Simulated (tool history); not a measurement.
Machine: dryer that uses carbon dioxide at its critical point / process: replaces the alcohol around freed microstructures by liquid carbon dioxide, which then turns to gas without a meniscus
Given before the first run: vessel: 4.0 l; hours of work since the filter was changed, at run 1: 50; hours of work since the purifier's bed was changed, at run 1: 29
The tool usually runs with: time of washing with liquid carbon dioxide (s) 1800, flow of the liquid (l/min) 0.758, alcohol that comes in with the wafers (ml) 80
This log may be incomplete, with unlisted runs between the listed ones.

run   hour  time of washing with liquid carbon dioxide (s)  flow of the liquid (l/min)  alcohol that comes in with the wafers (ml)  hours of work since the filter was changed  hours of work since the purifier's bed was changed  alcohol left in the vessel before it's heated (ppm by volume)
  1    0.0                                            1800                       0.758                                          80                                          50                                                  29                                                            196
  2   29.4                                            2400                       0.758                                          80                                          60                                                  40                                                             70
  3   69.1                                            1800                       0.758                                         106                                          74                                                  54                                                            269
  4  100.0                                            1800                       0.480                                          80                                          86                                                  65                                                           1065
  5  142.7                                            1800                       0.480                                          80                                         101                                                  81                                                           1115
  6  169.3                                            1800                       0.480                                          80                                         111                                                  90                                                           1121
  7  209.3                                            1800                       0.480                                          80                                         125                                                 105                                                           1140
  8  233.8                                            1440                       0.507                                          96                                         134                                                 113                                                           2138
  9  274.0                                            1800                       0.758                                          80                                         148                                                 128                                                            258
 10  306.2                                            1320                       0.913                                         109                                         160                                                 140                                                            578
 11  335.2                                            2520                       0.576                                          87                                         171                                                 150                                                            230
 12  378.1                                            1800                       0.517                                          60                                         186                                                 166                                                            778
 13  413.7                                            1200                       0.758                                          80                                         199                                                 178                                                           1131
 14  456.5                                            2280                       0.758                                          54                                         214                                                 194                                                            127

Here are 3 independent what-if runs from the current tool condition. What would each one return?
  A  487.9                                            2280                       0.758                                          83                                         226                                                 205                                                              ?
  B  487.9                                            2640                       0.758                                          80                                         226                                                 205                                                              ?
  C  487.9                                            2280                       0.537                                          54                                         226                                                 205                                                              ?

run  alcohol left in the vessel before it's heated (ppm by volume)
  A                                                            157
  B                                                            103
  C                                                            334
Had the tool no hidden state, the same runs would have come out as:
run  alcohol left in the vessel before it's heated (ppm by volume)
  A                                                             55
  B                                                             22
  C                                                            179
